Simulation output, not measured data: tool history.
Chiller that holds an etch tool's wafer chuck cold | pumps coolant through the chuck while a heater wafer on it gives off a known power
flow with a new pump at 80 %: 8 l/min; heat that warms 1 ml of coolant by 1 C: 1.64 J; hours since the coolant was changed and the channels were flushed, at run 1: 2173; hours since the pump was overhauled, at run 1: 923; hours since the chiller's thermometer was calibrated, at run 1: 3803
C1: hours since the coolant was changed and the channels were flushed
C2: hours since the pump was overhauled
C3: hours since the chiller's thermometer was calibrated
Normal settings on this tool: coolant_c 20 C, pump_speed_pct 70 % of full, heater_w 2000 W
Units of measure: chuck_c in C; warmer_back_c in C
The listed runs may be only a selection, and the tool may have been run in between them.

Run 1, hour 0.0: usual settings; C1 2173; C2 923; C3 3803. Result: chuck_c 38.7 C, warmer_back_c 10.94 C.
Run 2, hour 27.8: usual settings but coolant_c 19 C; C1 2201; C2 951; C3 3831. Result: chuck_c 37.9 C, warmer_back_c 10.88 C.
Run 3, hour 55.6: usual settings but coolant_c 19 C; C1 2229; C2 979; C3 3859. Result: chuck_c 37.8 C, warmer_back_c 10.79 C.
Run 4, hour 75.7: usual settings but coolant_c 19 C; C1 2249; C2 999; C3 3879. Result: chuck_c 37.9 C, warmer_back_c 10.81 C.
Run 5, hour 110.8: usual settings but coolant_c 19 C; C1 2284; C2 1034; C3 3914. Result: chuck_c 37.9 C, warmer_back_c 10.91 C.
Run 6, hour 140.8: usual settings but coolant_c 19 C; C1 2314; C2 1064; C3 3944. Result: chuck_c 38.0 C, warmer_back_c 10.94 C.
Run 7, hour 167.9: usual settings but coolant_c 19 C; C1 2341; C2 1091; C3 3971. Result: chuck_c 37.8 C, warmer_back_c 10.87 C.
Run 8, hour 193.6: usual settings; C1 2367; C2 1117; C3 3997. Result: chuck_c 39.1 C, warmer_back_c 10.86 C.
Run 9, hour 226.5: usual settings; C1 2400; C2 1150; C3 4030. Result: chuck_c 39.1 C, warmer_back_c 10.88 C.
Run 10, hour 244.8: usual settings; C1 2418; C2 1168; C3 4048. Result: chuck_c 39.1 C, warmer_back_c 10.99 C.
Run 11, hour 266.4: usual settings; C1 2440; C2 1190; C3 4070. Result: chuck_c 39.0 C, warmer_back_c 10.91 C.
Run 12, hour 289.4: usual settings; C1 2463; C2 1213; C3 4093. Result: chuck_c 39.0 C, warmer_back_c 10.94 C.
Run 13, hour 312.0: usual settings but coolant_c 18 C; C1 2485; C2 1235; C3 4115. Result: chuck_c 37.0 C, warmer_back_c 10.94 C.
Run 14, hour 336.6: usual settings; C1 2510; C2 1260; C3 4140. Result: chuck_c 39.2 C, warmer_back_c 10.83 C.
Run 15, hour 361.8: usual settings; C1 2535; C2 1285; C3 4165. Result: chuck_c 39.1 C, warmer_back_c 10.88 C.
Run 16, hour 387.2: usual settings but heater_w 1189 W; C1 2560; C2 1311; C3 4190. Result: chuck_c 31.5 C, warmer_back_c 6.51 C.
Run 17, hour 408.0: usual settings but coolant_c 17 C, heater_w 1736 W; C1 2581; C2 1331; C3 4211. Result: chuck_c 33.6 C, warmer_back_c 9.57 C.
Run 18, hour 448.2: usual settings but coolant_c 12 C, pump_speed_pct 76 % of full, heater_w 1377 W; C1 2621; C2 1372; C3 4251. Result: chuck_c 24.3 C, warmer_back_c 6.85 C.
Run 19, hour 476.8: usual settings but coolant_c 24 C, pump_speed_pct 90 % of full, heater_w 1377 W; C1 2650; C2 1400; C3 4280. Result: chuck_c 34.2 C, warmer_back_c 5.62 C.
Run 20, hour 502.8: usual settings but coolant_c 24 C, pump_speed_pct 90 % of full, heater_w 1377 W; C1 2676; C2 1426; C3 4306. Result: chuck_c 34.4 C, warmer_back_c 5.63 C.
Run 21, hour 529.0: usual settings but coolant_c 24 C, pump_speed_pct 77 % of full, heater_w 1377 W; C1 2702; C2 1452; C3 4332. Result: chuck_c 36.1 C, warmer_back_c 6.70 C.
Run 22, hour 549.4: usual settings but coolant_c 21 C, pump_speed_pct 77 % of full, heater_w 1377 W; C1 2722; C2 1473; C3 4353. Result: chuck_c 33.0 C, warmer_back_c 6.74 C.
Run 23, hour 589.5: usual settings but pump_speed_pct 71 % of full, heater_w 1377 W; C1 2763; C2 1513; C3 4393. Result: chuck_c 33.1 C, warmer_back_c 7.49 C.
Run 24, hour 610.8: usual settings but pump_speed_pct 71 % of full, heater_w 1377 W; C1 2784; C2 1534; C3 4414. Result: chuck_c 33.2 C, warmer_back_c 7.41 C.
Run 25, hour 646.6: usual settings but pump_speed_pct 71 % of full, heater_w 1092 W; C1 2820; C2 1570; C3 4450. Result: chuck_c 30.4 C, warmer_back_c 5.90 C.
Run 26, hour 670.2: usual settings but coolant_c 12 C, pump_speed_pct 60 % of full, heater_w 2886 W; C1 2843; C2 1594; C3 4473. Result: chuck_c 44.2 C, warmer_back_c 18.98 C.
Run 27, hour 688.9: usual settings but coolant_c 11 C, pump_speed_pct 77 % of full; C1 2862; C2 1612; C3 4492. Result: chuck_c 28.6 C, warmer_back_c 9.83 C.
Run 28, hour 710.2: usual settings but coolant_c 11 C, pump_speed_pct 77 % of full; C1 2883; C2 1634; C3 4513. Result: chuck_c 28.7 C, warmer_back_c 9.88 C.
Run 29, hour 736.6: usual settings but coolant_c 22 C, pump_speed_pct 65 % of full, heater_w 1507 W; C1 2910; C2 1660; C3 4540. Result: chuck_c 37.5 C, warmer_back_c 9.05 C.
Run 30, hour 764.1: usual settings but pump_speed_pct 91 % of full, heater_w 1207 W; C1 2937; C2 1687; C3 4567. Result: chuck_c 29.0 C, warmer_back_c 4.90 C.
Run 31, hour 795.1: usual settings but pump_speed_pct 91 % of full, heater_w 1207 W; C1 2968; C2 1719; C3 4598. Result: chuck_c 29.2 C, warmer_back_c 4.89 C.

4 options for the next run, each taken on its own from the tool as it stands now. Forecast them:
Run A, hour 821.5: usual settings but heater_w 1428 W; C1 2995; C2 1745; C3 4625. Result: chuck_c ?, warmer_back_c ?.
Run B, hour 821.5: usual settings but coolant_c 22 C, pump_speed_pct 81 % of full, heater_w 1701 W; C1 2995; C2 1745; C3 4625. Result: chuck_c ?, warmer_back_c ?.
Run C, hour 821.5: usual settings but pump_speed_pct 62 % of full, heater_w 1447 W; C1 2995; C2 1745; C3 4625. Result: chuck_c ?, warmer_back_c ?.
Run D, hour 821.5: usual settings but coolant_c 16 C, pump_speed_pct 85 % of full, heater_w 1778 W; C1 2995; C2 1745; C3 4625. Result: chuck_c ?, warmer_back_c ?.

run  chuck_c  warmer_back_c
  A     34.0           7.82
  B     36.4           7.94
  C     35.9           9.13
  D     30.2           7.76
What these runs would have given with no unlogged condition in the tool:
run  chuck_c  warmer_back_c
  A     32.9           7.58
  B     35.2           7.70
  C     34.7           8.85
  D     29.0           7.53
